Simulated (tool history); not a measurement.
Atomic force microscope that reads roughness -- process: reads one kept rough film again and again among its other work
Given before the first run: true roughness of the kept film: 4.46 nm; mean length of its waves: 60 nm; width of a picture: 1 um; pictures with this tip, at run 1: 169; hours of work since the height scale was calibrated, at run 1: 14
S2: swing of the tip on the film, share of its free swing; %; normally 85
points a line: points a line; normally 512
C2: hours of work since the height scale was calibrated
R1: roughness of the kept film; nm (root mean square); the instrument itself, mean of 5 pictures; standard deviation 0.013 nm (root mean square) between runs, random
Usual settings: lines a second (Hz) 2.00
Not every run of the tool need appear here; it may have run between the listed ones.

{"run": 1, "hour": 0.0, "lines a second (Hz)": 2.0, "S2": 85, "points a line": 512, "pictures with this tip": 169, "C2": 14, "R1": 3.374}
{"run": 2, "hour": 10.9, "lines a second (Hz)": 2.0, "S2": 85, "points a line": 512, "pictures with this tip": 192, "C2": 21, "R1": 3.361}
{"run": 3, "hour": 20.8, "lines a second (Hz)": 2.0, "S2": 85, "points a line": 512, "pictures with this tip": 213, "C2": 28, "R1": 3.358}
{"run": 4, "hour": 25.8, "lines a second (Hz)": 2.0, "S2": 60, "points a line": 512, "pictures with this tip": 224, "C2": 31, "R1": 3.978}
{"run": 5, "hour": 31.1, "lines a second (Hz)": 2.0, "S2": 85, "points a line": 512, "pictures with this tip": 235, "C2": 34, "R1": 3.37}
{"run": 6, "hour": 37.4, "lines a second (Hz)": 2.0, "S2": 85, "points a line": 512, "pictures with this tip": 249, "C2": 39, "R1": 3.347}
{"run": 7, "hour": 43.8, "lines a second (Hz)": 2.0, "S2": 85, "points a line": 512, "pictures with this tip": 262, "C2": 43, "R1": 3.349}
{"run": 8, "hour": 53.1, "lines a second (Hz)": 2.0, "S2": 85, "points a line": 512, "pictures with this tip": 282, "C2": 49, "R1": 3.344}
{"run": 9, "hour": 57.9, "lines a second (Hz)": 2.0, "S2": 68, "points a line": 512, "pictures with this tip": 292, "C2": 52, "R1": 3.809}
{"run": 10, "hour": 68.8, "lines a second (Hz)": 2.0, "S2": 68, "points a line": 512, "pictures with this tip": 315, "C2": 59, "R1": 3.84}
{"run": 11, "hour": 73.7, "lines a second (Hz)": 2.0, "S2": 68, "points a line": 512, "pictures with this tip": 326, "C2": 63, "R1": 3.835}
{"hour": 80.9, "done": "new tip fitted"}
{"run": 12, "hour": 83.4, "lines a second (Hz)": 2.65, "S2": 85, "points a line": 512, "pictures with this tip": 5, "C2": 69, "R1": 3.152}
{"run": 13, "hour": 88.9, "lines a second (Hz)": 2.65, "S2": 85, "points a line": 512, "pictures with this tip": 17, "C2": 72, "R1": 3.138}
{"run": 14, "hour": 94.0, "lines a second (Hz)": 2.65, "S2": 85, "points a line": 512, "pictures with this tip": 28, "C2": 76, "R1": 3.155}
{"run": 15, "hour": 100.4, "lines a second (Hz)": 2.65, "S2": 55, "points a line": 512, "pictures with this tip": 41, "C2": 80, "R1": 4.036}
{"run": 16, "hour": 107.3, "lines a second (Hz)": 0.96, "S2": 55, "points a line": 512, "pictures with this tip": 56, "C2": 84, "R1": 4.138}
{"run": 17, "hour": 116.6, "lines a second (Hz)": 0.96, "S2": 55, "points a line": 512, "pictures with this tip": 76, "C2": 91, "R1": 4.138}
{"run": 18, "hour": 126.7, "lines a second (Hz)": 0.96, "S2": 55, "points a line": 512, "pictures with this tip": 97, "C2": 97, "R1": 4.146}
{"run": 19, "hour": 134.8, "lines a second (Hz)": 0.96, "S2": 55, "points a line": 332, "pictures with this tip": 114, "C2": 102, "R1": 4.142}
{"run": 20, "hour": 139.3, "lines a second (Hz)": 0.96, "S2": 55, "points a line": 332, "pictures with this tip": 124, "C2": 105, "R1": 4.173}
{"run": 21, "hour": 147.7, "lines a second (Hz)": 0.96, "S2": 55, "points a line": 332, "pictures with this tip": 142, "C2": 111, "R1": 4.144}
{"run": 22, "hour": 156.5, "lines a second (Hz)": 2.0, "S2": 61, "points a line": 512, "pictures with this tip": 160, "C2": 117, "R1": 3.954}
{"run": 23, "hour": 166.9, "lines a second (Hz)": 2.0, "S2": 61, "points a line": 512, "pictures with this tip": 183, "C2": 124, "R1": 3.979}
{"run": 24, "hour": 175.9, "lines a second (Hz)": 2.0, "S2": 61, "points a line": 512, "pictures with this tip": 202, "C2": 130, "R1": 3.993}
{"run": 25, "hour": 185.0, "lines a second (Hz)": 2.0, "S2": 61, "points a line": 512, "pictures with this tip": 221, "C2": 136, "R1": 3.982}
{"run": 26, "hour": 191.3, "lines a second (Hz)": 2.0, "S2": 61, "points a line": 512, "pictures with this tip": 234, "C2": 140, "R1": 3.979}
{"run": 27, "hour": 199.6, "lines a second (Hz)": 2.47, "S2": 75, "points a line": 423, "pictures with this tip": 252, "C2": 145, "R1": 3.532}
{"run": 28, "hour": 209.8, "lines a second (Hz)": 0.51, "S2": 85, "points a line": 716, "pictures with this tip": 274, "C2": 152, "R1": 3.973}
{"run": 29, "hour": 216.6, "lines a second (Hz)": 2.0, "S2": 85, "points a line": 339, "pictures with this tip": 288, "C2": 157, "R1": 3.344}
{"run": 30, "hour": 223.7, "lines a second (Hz)": 2.0, "S2": 85, "points a line": 339, "pictures with this tip": 303, "C2": 161, "R1": 3.368}
{"run": 31, "hour": 234.6, "lines a second (Hz)": 1.33, "S2": 85, "points a line": 512, "pictures with this tip": 326, "C2": 168, "R1": 3.609}
{"hour": 241.6, "done": "new tip fitted"}
{"run": 32, "hour": 242.9, "lines a second (Hz)": 1.33, "S2": 75, "points a line": 324, "pictures with this tip": 3, "C2": 174, "R1": 3.853}
{"run": 33, "hour": 248.4, "lines a second (Hz)": 1.33, "S2": 75, "points a line": 324, "pictures with this tip": 15, "C2": 177, "R1": 3.813}
{"run": 34, "hour": 253.8, "lines a second (Hz)": 1.33, "S2": 75, "points a line": 324, "pictures with this tip": 26, "C2": 181, "R1": 3.822}
{"run": 35, "hour": 260.8, "lines a second (Hz)": 3.49, "S2": 67, "points a line": 596, "pictures with this tip": 41, "C2": 185, "R1": 3.603}
{"run": 36, "hour": 269.5, "lines a second (Hz)": 2.91, "S2": 85, "points a line": 512, "pictures with this tip": 60, "C2": 191, "R1": 3.071}
{"run": 37, "hour": 278.5, "lines a second (Hz)": 0.68, "S2": 58, "points a line": 434, "pictures with this tip": 79, "C2": 197, "R1": 4.164}
{"run": 38, "hour": 287.7, "lines a second (Hz)": 0.87, "S2": 61, "points a line": 512, "pictures with this tip": 98, "C2": 203, "R1": 4.109}

Predict the results of run 39:
{"run": 39, "hour": 293.8, "lines a second (Hz)": 0.87, "S2": 61, "points a line": 512, "pictures with this tip": 111, "C2": 207, "R1": "?"}

R1: 4.100 nm (root mean square)
If the tool had no hidden condition, the same run with the same run-to-run variation would have returned R1 4.103 nm (root mean square).
